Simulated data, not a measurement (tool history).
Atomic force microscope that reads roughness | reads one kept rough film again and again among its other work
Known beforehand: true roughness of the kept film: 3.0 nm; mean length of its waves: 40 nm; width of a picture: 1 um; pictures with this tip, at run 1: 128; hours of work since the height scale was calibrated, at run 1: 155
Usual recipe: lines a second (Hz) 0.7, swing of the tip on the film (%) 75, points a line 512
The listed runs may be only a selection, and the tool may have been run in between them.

| run | hour | lines a second (Hz) | swing of the tip on the film (%) | points a line | pictures with this tip | hours of work since the height scale was calibrated | roughness of the kept film (nm (root mean square)) |
|---|---|---|---|---|---|---|---|
| 1 | 0 | 0.7 | 75 | 512 | 128 | 155 | 2.835 |
| 2 | 13 | 0.7 | 75 | 541 | 145 | 164 | 2.845 |
| 3 | 21.9 | 0.7 | 75 | 512 | 157 | 170 | 2.835 |
| 4 | 38.6 | 0.7 | 75 | 512 | 178 | 181 | 2.822 |
|  | 43 | new tip fitted |
| 5 | 54.5 | 0.7 | 75 | 512 | 15 | 191 | 2.846 |
| 6 | 70.1 | 0.7 | 75 | 512 | 35 | 202 | 2.838 |
| 7 | 84 | 0.7 | 75 | 512 | 53 | 211 | 2.84 |
| 8 | 101.4 | 0.7 | 75 | 512 | 75 | 223 | 2.841 |
| 9 | 118.9 | 0.7 | 75 | 512 | 98 | 234 | 2.828 |
| 10 | 129.8 | 0.7 | 75 | 512 | 112 | 242 | 2.812 |
| 11 | 146.1 | 0.7 | 75 | 512 | 132 | 252 | 2.832 |
| 12 | 160.1 | 0.7 | 75 | 512 | 150 | 262 | 2.84 |
| 13 | 169.9 | 0.7 | 75 | 512 | 163 | 268 | 2.85 |
|  | 186.2 | new tip fitted |
| 14 | 186.2 | 0.7 | 75 | 512 | 0 | 279 | 2.84 |
| 15 | 196 | 0.7 | 75 | 512 | 13 | 285 | 2.833 |
| 16 | 210.8 | 0.7 | 75 | 512 | 32 | 295 | 2.824 |
| 17 | 220.6 | 0.7 | 75 | 512 | 45 | 302 | 2.834 |
| 18 | 233.7 | 0.7 | 75 | 512 | 61 | 310 | 2.826 |
| 19 | 241.3 | 0.7 | 75 | 512 | 71 | 315 | 2.827 |
| 20 | 253.2 | 0.7 | 75 | 963 | 86 | 323 | 2.833 |
| 21 | 265.3 | 0.7 | 62 | 963 | 102 | 332 | 2.864 |
| 22 | 278.9 | 0.7 | 75 | 715 | 119 | 341 | 2.853 |
| 23 | 294.5 | 0.7 | 75 | 512 | 139 | 351 | 2.849 |
| 24 | 302 | 0.7 | 64 | 512 | 149 | 356 | 2.849 |
| 25 | 311.2 | 0.7 | 64 | 512 | 161 | 362 | 2.835 |
| 26 | 327 | 0.545 | 64 | 405 | 181 | 373 | 2.853 |
|  | 329.1 | new tip fitted |
| 27 | 339.7 | 0.545 | 78 | 746 | 14 | 381 | 2.833 |
| 28 | 355.8 | 0.743 | 69 | 258 | 35 | 391 | 2.813 |
| 29 | 368.9 | 0.804 | 74 | 418 | 51 | 400 | 2.818 |
| 30 | 386.5 | 1.999 | 56 | 512 | 74 | 412 | 2.834 |
| 31 | 399.3 | 1.999 | 56 | 512 | 90 | 420 | 2.826 |
| 32 | 415.2 | 3.643 | 80 | 512 | 111 | 431 | 2.601 |
| 33 | 422.6 | 0.642 | 75 | 471 | 120 | 436 | 2.835 |
| 34 | 438.8 | 1.929 | 80 | 532 | 141 | 447 | 2.744 |
| 35 | 452.3 | 1.929 | 80 | 532 | 158 | 456 | 2.714 |
| 36 | 468.2 | 1.364 | 70 | 330 | 179 | 466 | 2.797 |
|  | 471.7 | new tip fitted |
| 37 | 477.6 | 1.857 | 71 | 330 | 7 | 472 | 2.796 |
| 38 | 486.5 | 0.7 | 57 | 512 | 19 | 478 | 2.863 |
| 39 | 494.7 | 0.804 | 84 | 512 | 29 | 484 | 2.799 |
| 40 | 502.1 | 1.547 | 58 | 293 | 39 | 489 | 2.845 |
| 41 | 519.2 | 2.477 | 75 | 512 | 61 | 500 | 2.709 |
| 42 | 528.1 | 2.476 | 64 | 573 | 72 | 506 | 2.8 |
| 43 | 542.9 | 2.476 | 64 | 573 | 91 | 516 | 2.797 |
| 44 | 559.2 | 0.614 | 59 | 268 | 112 | 527 | 2.843 |
| 45 | 571.9 | 1.636 | 68 | 566 | 128 | 535 | 2.814 |
| 46 | 584.4 | 1.636 | 68 | 566 | 144 | 544 | 2.807 |
| 47 | 596.2 | 1.258 | 77 | 452 | 160 | 551 | 2.793 |
| 48 | 612.1 | 1.258 | 77 | 452 | 180 | 562 | 2.778 |

Describe how what the log doesn't record of the tool's condition differs between the last listed run preceding each entry between runs and the first listed run following it.
From run 4 to run 5: new tip fitted (hour 43)
  radius of the tip, nm: 5.2 -> 5
From run 13 to run 14: new tip fitted (hour 186.2)
  radius of the tip, nm: 5.2 -> 5
From run 26 to run 27: new tip fitted (hour 329.1)
  radius of the tip, nm: 5.2 -> 5
From run 36 to run 37: new tip fitted (hour 471.7)
  radius of the tip, nm: 5.2 -> 5
